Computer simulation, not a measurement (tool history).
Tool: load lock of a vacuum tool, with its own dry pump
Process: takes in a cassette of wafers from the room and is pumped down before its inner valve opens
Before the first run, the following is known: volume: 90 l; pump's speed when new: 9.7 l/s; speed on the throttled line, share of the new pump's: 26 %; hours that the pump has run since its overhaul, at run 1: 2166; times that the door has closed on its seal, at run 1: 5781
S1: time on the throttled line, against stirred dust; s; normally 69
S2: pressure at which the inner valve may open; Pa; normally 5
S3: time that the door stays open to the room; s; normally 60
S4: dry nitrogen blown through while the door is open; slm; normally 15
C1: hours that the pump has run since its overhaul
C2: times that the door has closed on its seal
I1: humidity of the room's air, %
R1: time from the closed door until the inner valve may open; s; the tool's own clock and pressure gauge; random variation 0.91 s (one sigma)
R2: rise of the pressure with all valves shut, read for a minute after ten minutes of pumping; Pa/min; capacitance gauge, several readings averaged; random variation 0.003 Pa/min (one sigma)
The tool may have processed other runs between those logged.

Run 1, hour 0: usual settings; C1 2166; C2 5781; I1 41.8. Result: R1 143.6 s, R2 0.037 Pa/min.
Run 2, hour 127.7: usual settings; C1 2293; C2 5939; I1 44.8. Result: R1 145 s, R2 0.042 Pa/min.
Run 3, hour 237.7: usual settings; C1 2403; C2 6076; I1 44.3. Result: R1 147.1 s, R2 0.041 Pa/min.
Run 4, hour 364.6: usual settings; C1 2530; C2 6234; I1 44.3. Result: R1 144.8 s, R2 0.04 Pa/min.
Run 5, hour 476: usual settings but S4 6 slm; C1 2642; C2 6372; I1 44.1. Result: R1 146.3 s, R2 0.054 Pa/min.
Run 6, hour 583.3: usual settings but S4 6 slm; C1 2749; C2 6506; I1 49.7. Result: R1 146.2 s, R2 0.061 Pa/min.
Run 7, hour 662.3: usual settings but S1 58 s, S3 42 s, S4 40 slm; C1 2828; C2 6604; I1 47. Result: R1 137.2 s, R2 0.03 Pa/min.
Run 8, hour 770.4: usual settings but S1 58 s, S3 42 s, S4 40 slm; C1 2936; C2 6738; I1 44.5. Result: R1 138.1 s, R2 0.029 Pa/min.
Run 9, hour 856.5: usual settings but S1 106 s; C1 3022; C2 6846; I1 49. Result: R1 173.1 s, R2 0.048 Pa/min.
Run 10, hour 929.3: usual settings but S4 7 slm; C1 3095; C2 6936; I1 43. Result: R1 144.9 s, R2 0.051 Pa/min.

The logged runs with the hidden state left out (each run's random variation unchanged):
Hidden conditions of the tool in this case: pump's speed, % of a new pump's; leak at the door's seal, Pa l/s; drift of the gauge itself on ready_s, %; drift of the gauge itself on rise_pa_min, %.
run     R1     R2
  1  142.6  0.033
  2  143.8  0.038
  3  145.9  0.037
  4  143.4  0.035
  5  144.8   0.05
  6  144.6  0.057
  7  135.5  0.026
  8  136.3  0.024
  9  171.5  0.043
 10    143  0.046
